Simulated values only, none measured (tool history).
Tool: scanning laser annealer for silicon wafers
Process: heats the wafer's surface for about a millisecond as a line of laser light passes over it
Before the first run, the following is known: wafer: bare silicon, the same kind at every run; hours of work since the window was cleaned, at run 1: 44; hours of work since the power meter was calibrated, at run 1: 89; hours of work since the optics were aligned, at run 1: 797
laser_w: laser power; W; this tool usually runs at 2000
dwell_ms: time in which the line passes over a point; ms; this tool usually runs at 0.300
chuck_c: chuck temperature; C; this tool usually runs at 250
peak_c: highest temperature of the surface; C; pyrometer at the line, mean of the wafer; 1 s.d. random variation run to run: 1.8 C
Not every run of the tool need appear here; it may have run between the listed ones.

run	hour	laser_w	dwell_ms	chuck_c	hours of work since the window was cleaned	hours of work since the power meter was calibrated	hours of work since the optics were aligned	peak_c
1	0.0	2000	0.300	250	44	89	797	996
2	42.6	2000	0.300	250	61	106	814	996
3	82.4	2000	0.300	250	77	122	830	997
4	107.5	2179	0.300	250	87	132	840	1081
5	139.1	2179	0.300	250	100	145	853	1083
6	178.6	2000	0.300	250	116	161	868	997
7	225.5	2000	0.300	250	135	179	887	992
8	259.5	2000	0.300	250	148	193	901	991
9	306.6	2126	0.300	250	167	212	920	1054
10	334.6	2027	0.300	250	178	223	931	1004
11	362.3	2036	0.300	250	189	234	942	1005
12	388.1	2036	0.300	250	200	245	952	1004
13	433.0	2036	0.300	250	218	263	971	1006
14	469.6	2000	0.300	226	233	277	985	963
15	503.6	2023	0.300	250	246	291	999	998
16	541.8	2000	0.300	250	261	306	1014	985
17	565.2	2000	0.300	250	271	316	1024	985
18	605.1	2000	0.300	250	287	332	1040	986
19	650.4	2000	0.300	250	305	350	1058	985
20	683.0	2000	0.300	250	318	363	1071	986
21	726.6	2000	0.300	250	336	381	1088	981
22	762.9	2000	0.300	250	350	395	1103	982
23	805.1	1791	0.285	250	367	412	1120	867

Expected results for the next run?
24	833.8	2026	0.214	238	379	424	1131	?

Run 24 produced peak_c 877 C.
With the hidden condition absent and the run-to-run variation left alone, this run would have shown peak_c 907 C.

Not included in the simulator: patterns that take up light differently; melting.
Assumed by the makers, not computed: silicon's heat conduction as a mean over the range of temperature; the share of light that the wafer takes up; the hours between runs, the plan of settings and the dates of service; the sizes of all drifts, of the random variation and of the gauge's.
